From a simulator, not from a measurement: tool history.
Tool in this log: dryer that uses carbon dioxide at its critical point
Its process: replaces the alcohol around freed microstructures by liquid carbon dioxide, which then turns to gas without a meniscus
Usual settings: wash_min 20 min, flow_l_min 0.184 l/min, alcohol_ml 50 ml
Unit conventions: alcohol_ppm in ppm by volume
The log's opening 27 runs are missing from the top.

{"day": 29.825, "done": "inlet filter changed"}
{"run": 28, "day": 30.842, "wash_min": 28, "flow_l_min": 0.12, "alcohol_ml": 26, "alcohol_ppm": 555}
{"run": 29, "day": 32.192, "wash_min": 20, "flow_l_min": 0.205, "alcohol_ml": 50, "alcohol_ppm": 422}
{"run": 30, "day": 33.85, "wash_min": 22, "flow_l_min": 0.271, "alcohol_ml": 37, "alcohol_ppm": 136}
{"run": 31, "day": 34.65, "wash_min": 24, "flow_l_min": 0.184, "alcohol_ml": 53, "alcohol_ppm": 348}
{"run": 32, "day": 35.446, "wash_min": 24, "flow_l_min": 0.205, "alcohol_ml": 53, "alcohol_ppm": 243}
{"run": 33, "day": 37.029, "wash_min": 20, "flow_l_min": 0.184, "alcohol_ml": 22, "alcohol_ppm": 413}
{"run": 34, "day": 37.879, "wash_min": 20, "flow_l_min": 0.131, "alcohol_ml": 50, "alcohol_ppm": 2885}
{"run": 35, "day": 38.983, "wash_min": 20, "flow_l_min": 0.131, "alcohol_ml": 50, "alcohol_ppm": 3068}
{"run": 36, "day": 39.962, "wash_min": 20, "flow_l_min": 0.131, "alcohol_ml": 50, "alcohol_ppm": 3149}
{"run": 37, "day": 40.692, "wash_min": 26, "flow_l_min": 0.119, "alcohol_ml": 50, "alcohol_ppm": 1747}
{"run": 38, "day": 42.354, "wash_min": 16, "flow_l_min": 0.119, "alcohol_ml": 24, "alcohol_ppm": 3953}
{"run": 39, "day": 43.783, "wash_min": 16, "flow_l_min": 0.119, "alcohol_ml": 24, "alcohol_ppm": 4120}
{"run": 40, "day": 44.462, "wash_min": 16, "flow_l_min": 0.171, "alcohol_ml": 37, "alcohol_ppm": 2246}
{"run": 41, "day": 46.096, "wash_min": 31, "flow_l_min": 0.171, "alcohol_ml": 37, "alcohol_ppm": 223}
{"run": 42, "day": 46.95, "wash_min": 17, "flow_l_min": 0.171, "alcohol_ml": 37, "alcohol_ppm": 1944}

Branching from run 42: 4 alternative next runs. What would each branch give?
{"run": "A", "day": 48.633, "wash_min": 17, "flow_l_min": 0.184, "alcohol_ml": 63, "alcohol_ppm": "?"}
{"run": "B", "day": 48.633, "wash_min": 22, "flow_l_min": 0.221, "alcohol_ml": 34, "alcohol_ppm": "?"}
{"run": "C", "day": 48.633, "wash_min": 14, "flow_l_min": 0.15, "alcohol_ml": 100, "alcohol_ppm": "?"}
{"run": "D", "day": 48.633, "wash_min": 28, "flow_l_min": 0.206, "alcohol_ml": 78, "alcohol_ppm": "?"}

run=A alcohol_ppm=2563
run=B alcohol_ppm=294
run=C alcohol_ppm=14016
run=D alcohol_ppm=256
Stripped of hidden state, with their random variation kept, the same runs would have yielded:
run=A alcohol_ppm=1469
run=B alcohol_ppm=69
run=C alcohol_ppm=9902
run=D alcohol_ppm=45

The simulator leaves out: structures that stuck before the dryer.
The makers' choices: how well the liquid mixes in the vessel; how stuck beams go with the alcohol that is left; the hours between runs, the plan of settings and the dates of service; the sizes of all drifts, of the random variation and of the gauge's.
